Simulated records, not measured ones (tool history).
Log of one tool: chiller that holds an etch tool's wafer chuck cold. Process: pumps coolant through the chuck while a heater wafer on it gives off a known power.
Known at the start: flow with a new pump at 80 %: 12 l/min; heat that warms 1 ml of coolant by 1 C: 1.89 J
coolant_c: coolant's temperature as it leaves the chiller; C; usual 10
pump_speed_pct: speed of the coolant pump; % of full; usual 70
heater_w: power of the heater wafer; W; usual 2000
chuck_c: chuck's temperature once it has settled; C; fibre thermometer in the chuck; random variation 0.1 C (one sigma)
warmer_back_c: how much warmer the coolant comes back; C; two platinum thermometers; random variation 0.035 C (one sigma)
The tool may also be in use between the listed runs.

Run 1, hour 0: usual settings. Result: chuck_c 32.6 C, warmer_back_c 6.22 C.
Run 2, hour 49.2: usual settings. Result: chuck_c 32.6 C, warmer_back_c 6.25 C.
Run 3, hour 100: usual settings. Result: chuck_c 32.3 C, warmer_back_c 6.13 C.
Run 4, hour 183.7: usual settings. Result: chuck_c 32.4 C, warmer_back_c 6.18 C.
Run 5, hour 254.9: usual settings. Result: chuck_c 32.7 C, warmer_back_c 6.22 C.
Run 6, hour 329.1: usual settings. Result: chuck_c 32.6 C, warmer_back_c 6.17 C.
Run 7, hour 425.3: usual settings. Result: chuck_c 32.8 C, warmer_back_c 6.24 C.
Run 8, hour 505.3: usual settings but pump_speed_pct 81 % of full. Result: chuck_c 30.2 C, warmer_back_c 5.31 C.
Run 9, hour 600: usual settings but pump_speed_pct 81 % of full. Result: chuck_c 30.3 C, warmer_back_c 5.35 C.
Run 10, hour 664.2: usual settings but pump_speed_pct 81 % of full. Result: chuck_c 30.3 C, warmer_back_c 5.33 C.
Run 11, hour 760.4: usual settings but pump_speed_pct 81 % of full. Result: chuck_c 30.3 C, warmer_back_c 5.32 C.
Run 12, hour 818.1: usual settings but pump_speed_pct 98 % of full. Result: chuck_c 27.4 C, warmer_back_c 4.28 C.
Run 13, hour 898.2: usual settings but pump_speed_pct 98 % of full. Result: chuck_c 27.6 C, warmer_back_c 4.37 C.
At hour 961.1: coolant changed, channels flushed.
Run 14, hour 976.3: usual settings but coolant_c 17 C, pump_speed_pct 98 % of full, heater_w 2099 W. Result: chuck_c 33.7 C, warmer_back_c 4.47 C.

Forecast run 15:
Run 15, hour 1050.8: usual settings but coolant_c 9 C, heater_w 2248 W. Result: chuck_c ?, warmer_back_c ?.

{"run 15": {"chuck_c": 32.5, "warmer_back_c": 6.96}}
Without the tool's hidden state the same run would have given chuck_c 32.2 C, warmer_back_c 6.83 C.

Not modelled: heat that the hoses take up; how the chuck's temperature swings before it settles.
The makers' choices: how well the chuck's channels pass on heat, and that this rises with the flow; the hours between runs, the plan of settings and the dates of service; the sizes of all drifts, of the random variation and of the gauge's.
